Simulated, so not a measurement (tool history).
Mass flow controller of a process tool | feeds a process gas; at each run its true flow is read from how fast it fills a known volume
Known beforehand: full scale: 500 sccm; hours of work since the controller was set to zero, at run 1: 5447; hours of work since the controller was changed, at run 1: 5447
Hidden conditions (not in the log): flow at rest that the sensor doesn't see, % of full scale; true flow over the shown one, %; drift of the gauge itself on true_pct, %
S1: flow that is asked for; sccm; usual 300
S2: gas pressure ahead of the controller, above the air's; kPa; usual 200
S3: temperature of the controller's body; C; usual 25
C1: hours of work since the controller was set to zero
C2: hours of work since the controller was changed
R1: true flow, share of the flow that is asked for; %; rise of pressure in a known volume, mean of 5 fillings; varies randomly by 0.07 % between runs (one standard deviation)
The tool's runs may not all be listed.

run     hour   S1   S2  S3    C1    C2     R1
  1      0.0  300  200  25  5447  5447  94.89
  2    359.8  300  200  25  5636  5636  94.83
  3    775.4  300  224  25  5854  5854  94.68
  4   1242.9  300  200  25  6099  6099  94.37
  5   1652.2  300  200  25  6314  6314  94.29
  6   1983.2  300  200  25  6488  6488  94.27
      2008.9  -- controller's zero set anew
  7   2216.9  300  200  25   109  6610  92.60
  8   2568.6  300  200  25   294  6794  92.46
  9   3026.1  300  200  25   534  7034  92.45
      3178.9  -- controller's zero set anew, once more
 10   3243.1  300  200  25    34  7148  96.37
 11   3470.7  300  200  25   153  7267  96.23
 12   3882.4  376  200  25   369  7483  96.41
 13   4123.6  300  200  25   496  7610  96.00
 14   4414.4  300  200  25   648  7762  95.92
 15   4606.3  300  181  25   749  7863  95.88
 16   4951.4  300  200  30   930  8044  95.24
 17   5229.3  300  200  25  1075  8190  95.57
      5346.2  -- controller exchanged for a calibrated one
 18   5447.2  300  200  25    53    53  98.98
 19   5688.5  300  200  25   180   180  98.95
 20   5939.1  300  278  25   311   311  98.67
 21   6180.1  368  156  38   437   437  97.88
 22   6580.6  300  187  25   647   647  98.55
 23   6927.6  300  187  25   829   829  98.50
 24   7227.9  296  240  25   987   987  98.09
 25   7696.6  296  240  25  1233  1233  97.93
 26   8143.0  296  145  25  1467  1467  98.04
 27   8337.5  296  145  25  1569  1569  98.08
 28   8610.2  367  200  25  1712  1712  98.08
 29   9001.8  367  200  25  1918  1918  98.15
 30   9318.4  300  200  25  2084  2084  97.52
 31   9635.0  355  274  33  2250  2250  96.60
 32   9964.2  300  200  20  2422  2422  97.81
 33  10331.5  300  200  20  2615  2615  97.60
 34  10531.9   85  153  25  2720  2720  93.52
 35  10939.4   85  153  25  2934  2934  92.97
 36  11379.8  300  211  25  3165  3165  96.56
 37  11763.0  300  157  22  3366  3366  97.09

Each row is a separate what-if for the run after 37, all from the same tool condition, not one after another. Results?
  A  12040.4  300  178  25  3511  3511   ?
  B  12040.4  300  157  30  3511  3511   ?
  C  12040.4  300  146  25  3511  3511   ?

run     R1
  A  96.46
  B  96.10
  C  96.58
With the hidden condition removed and each run's random variation left untouched, the same runs would have given:
run     R1
  A  99.25
  B  98.89
  C  99.36

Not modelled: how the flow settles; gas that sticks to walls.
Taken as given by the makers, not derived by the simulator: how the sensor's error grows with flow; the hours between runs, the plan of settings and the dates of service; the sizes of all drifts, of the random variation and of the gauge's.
